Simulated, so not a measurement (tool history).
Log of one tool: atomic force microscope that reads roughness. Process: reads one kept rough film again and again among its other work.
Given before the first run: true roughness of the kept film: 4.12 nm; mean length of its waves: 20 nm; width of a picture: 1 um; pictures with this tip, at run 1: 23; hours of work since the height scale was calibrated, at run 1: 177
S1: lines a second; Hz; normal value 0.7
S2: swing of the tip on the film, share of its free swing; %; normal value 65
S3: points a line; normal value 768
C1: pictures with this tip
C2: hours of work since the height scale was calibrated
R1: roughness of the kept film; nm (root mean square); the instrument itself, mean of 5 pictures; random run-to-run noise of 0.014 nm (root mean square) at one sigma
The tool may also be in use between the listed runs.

| run | hour | S1 | S2 | S3 | C1 | C2 | R1 |
|---|---|---|---|---|---|---|---|
| 1 | 0 | 0.7 | 65 | 768 | 23 | 177 | 3.182 |
| 2 | 11.4 | 0.7 | 65 | 848 | 41 | 183 | 3.003 |
| 3 | 20.3 | 0.7 | 65 | 768 | 55 | 187 | 2.896 |
| 4 | 37.1 | 0.7 | 65 | 768 | 81 | 195 | 2.705 |
| 5 | 50 | 0.7 | 65 | 768 | 101 | 201 | 2.581 |
|  | 54.9 | new tip fitted |
| 6 | 65.6 | 0.7 | 65 | 768 | 17 | 208 | 3.161 |
| 7 | 73 | 0.7 | 65 | 768 | 28 | 212 | 3.067 |
| 8 | 85.3 | 0.7 | 65 | 768 | 48 | 217 | 2.895 |
| 9 | 100.8 | 0.587 | 65 | 768 | 72 | 225 | 2.731 |
| 10 | 116.4 | 0.587 | 65 | 768 | 96 | 232 | 2.605 |
|  | 123.8 | new tip fitted |
| 11 | 125.8 | 0.7 | 65 | 768 | 3 | 236 | 3.224 |
| 12 | 142 | 0.7 | 65 | 768 | 28 | 244 | 3.013 |
| 13 | 156.8 | 0.7 | 65 | 768 | 51 | 251 | 2.864 |
| 14 | 169.6 | 0.7 | 65 | 768 | 71 | 257 | 2.736 |
| 15 | 178.4 | 0.7 | 65 | 768 | 85 | 261 | 2.651 |
| 16 | 186.2 | 0.7 | 65 | 768 | 97 | 265 | 2.563 |
|  | 193.8 | new tip fitted |
| 17 | 194 | 0.7 | 82 | 768 | 1 | 269 | 3.234 |
| 18 | 210.5 | 0.7 | 82 | 768 | 26 | 276 | 3.001 |
| 19 | 221.9 | 0.7 | 82 | 768 | 44 | 282 | 2.897 |
| 20 | 230 | 0.7 | 82 | 768 | 57 | 286 | 2.795 |
| 21 | 244 | 0.7 | 84 | 768 | 79 | 292 | 2.635 |
| 22 | 255.9 | 0.7 | 84 | 768 | 97 | 298 | 2.548 |
|  | 263.3 | new tip fitted |
| 23 | 272.1 | 0.7 | 84 | 768 | 14 | 305 | 3.059 |
| 24 | 287.8 | 0.7 | 65 | 768 | 38 | 313 | 2.996 |
| 25 | 296.2 | 0.7 | 65 | 768 | 51 | 317 | 2.879 |
| 26 | 307.8 | 0.7 | 65 | 768 | 69 | 322 | 2.784 |
| 27 | 317 | 0.7 | 65 | 768 | 84 | 327 | 2.67 |
| 28 | 330.1 | 1.392 | 65 | 768 | 104 | 333 | 2.502 |
|  | 332.6 | new tip fitted |
| 29 | 347.4 | 1.392 | 65 | 768 | 23 | 341 | 3.051 |
| 30 | 360.2 | 0.7 | 79 | 556 | 43 | 347 | 2.854 |
| 31 | 371.5 | 0.834 | 79 | 434 | 61 | 352 | 2.683 |
| 32 | 379.7 | 1.052 | 79 | 434 | 74 | 356 | 2.581 |
| 33 | 392.5 | 1.784 | 65 | 413 | 94 | 362 | 2.495 |
|  | 402.1 | new tip fitted |
| 34 | 404.8 | 0.7 | 66 | 711 | 4 | 368 | 3.267 |
| 35 | 412.3 | 0.7 | 66 | 711 | 16 | 371 | 3.138 |
| 36 | 420.7 | 0.7 | 66 | 711 | 29 | 375 | 3.036 |
| 37 | 435.1 | 0.788 | 78 | 768 | 51 | 382 | 2.805 |
| 38 | 451.8 | 0.788 | 78 | 768 | 77 | 390 | 2.636 |
| 39 | 464.5 | 0.7 | 65 | 768 | 97 | 396 | 2.586 |
|  | 472.3 | new tip fitted |
| 40 | 480.3 | 0.7 | 65 | 768 | 12 | 403 | 3.202 |
| 41 | 493.1 | 1.118 | 65 | 456 | 32 | 409 | 2.979 |
| 42 | 500.8 | 3.045 | 65 | 768 | 44 | 413 | 2.738 |
| 43 | 517.1 | 3.045 | 65 | 768 | 69 | 421 | 2.578 |
| 44 | 531.8 | 0.7 | 65 | 816 | 92 | 428 | 2.607 |
| 45 | 540 | 0.681 | 58 | 768 | 105 | 432 | 2.553 |
|  | 541.4 | new tip fitted |
| 46 | 552.2 | 0.681 | 58 | 768 | 16 | 437 | 3.233 |
| 47 | 568.2 | 1.284 | 76 | 768 | 41 | 445 | 2.832 |
| 48 | 583.6 | 1.441 | 76 | 426 | 65 | 452 | 2.624 |
| 49 | 593.9 | 2.037 | 65 | 463 | 82 | 457 | 2.568 |
|  | 611.1 | new tip fitted |
| 50 | 611.1 | 3.441 | 81 | 463 | 0 | 465 | 2.717 |
| 51 | 620 | 2.798 | 81 | 946 | 13 | 469 | 2.759 |
| 52 | 629.5 | 2.798 | 81 | 946 | 28 | 474 | 2.652 |
| 53 | 644.1 | 2.798 | 81 | 946 | 51 | 481 | 2.499 |
| 54 | 653.9 | 0.7 | 58 | 291 | 66 | 485 | 2.78 |

3 ways to go on from here, each from the tool as it stands after run 54. What would each give?
| A | 667 | 0.7 | 65 | 265 | 87 | 491 | ? |
| B | 667 | 0.7 | 85 | 323 | 87 | 491 | ? |
| C | 667 | 1.861 | 70 | 455 | 87 | 491 | ? |

| run | R1 |
|---|---|
| A | 2.628 |
| B | 2.549 |
| C | 2.54 |
Had the tool no hidden state, the same runs would have come out as:
| run | R1 |
|---|---|
| A | 3.258 |
| B | 3.161 |
| C | 3.146 |

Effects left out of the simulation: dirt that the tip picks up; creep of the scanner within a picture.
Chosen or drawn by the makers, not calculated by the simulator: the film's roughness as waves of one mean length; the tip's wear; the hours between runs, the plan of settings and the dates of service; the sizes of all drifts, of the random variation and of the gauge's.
